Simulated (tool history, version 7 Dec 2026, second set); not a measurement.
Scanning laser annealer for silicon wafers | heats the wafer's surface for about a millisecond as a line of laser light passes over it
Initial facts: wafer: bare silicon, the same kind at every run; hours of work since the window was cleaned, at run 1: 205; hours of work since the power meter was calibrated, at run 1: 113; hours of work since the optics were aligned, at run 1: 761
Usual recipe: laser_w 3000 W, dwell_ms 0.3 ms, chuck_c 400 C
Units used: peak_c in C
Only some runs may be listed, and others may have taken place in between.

run,hour,laser_w,dwell_ms,chuck_c,hours of work since the window was cleaned,hours of work since the power meter was calibrated,hours of work since the optics were aligned,peak_c
1,0,3000,0.3,400,205,113,761,1090
2,12.9,3000,0.3,400,212,119,767,1085
3,18.9,3000,0.277,400,214,122,770,1057
4,25.3,3000,0.277,400,218,125,773,1055
5,35.6,3000,0.277,400,223,130,778,1057
6,48.1,3000,0.277,400,228,136,784,1052
7,60.7,2892,0.277,400,234,142,790,1024
8,68.4,3000,0.3,400,238,146,793,1086
9,75.9,3000,0.3,400,242,149,797,1086
10,86.5,3000,0.301,400,247,154,802,1086
11,94.5,3000,0.301,400,251,158,806,1084
12,101.6,3000,0.301,400,254,161,809,1089
13,110.3,3000,0.301,400,258,166,813,1088
14,119.7,2555,0.3,400,263,170,818,957
15,126.9,3000,0.302,400,266,174,821,1086
16,135.2,3000,0.302,400,270,178,825,1084
17,146.5,2878,0.288,422,276,183,831,1054
18,151.9,2551,0.214,422,278,186,833,875
19,160.1,2952,0.214,422,282,189,837,969
20,171.2,2962,0.214,422,287,195,843,973
21,177.5,3009,0.214,422,290,198,846,981
22,186,2824,0.37,400,295,202,850,1114
23,191.8,2824,0.37,400,297,205,852,1110
# hour 197.8: optics aligned, line set to its width
24,204.6,2749,0.3,400,301,208,3,1023
25,211.3,3000,0.304,400,304,212,6,1095
26,218,3000,0.304,379,307,215,10,1076

Alternative continuations, all from the tool just after run 26; predict every row:
A,226.9,3000,0.216,404,312,219,14,?
B,226.9,2735,0.3,361,312,219,14,?
C,226.9,3000,0.345,368,312,219,14,?
D,226.9,3000,0.288,361,312,219,14,?

run,peak_c
A,971
B,971
C,1115
D,1034
Without the tool's unlogged condition, the same runs would have read:
run,peak_c
A,990
B,992
C,1140
D,1057
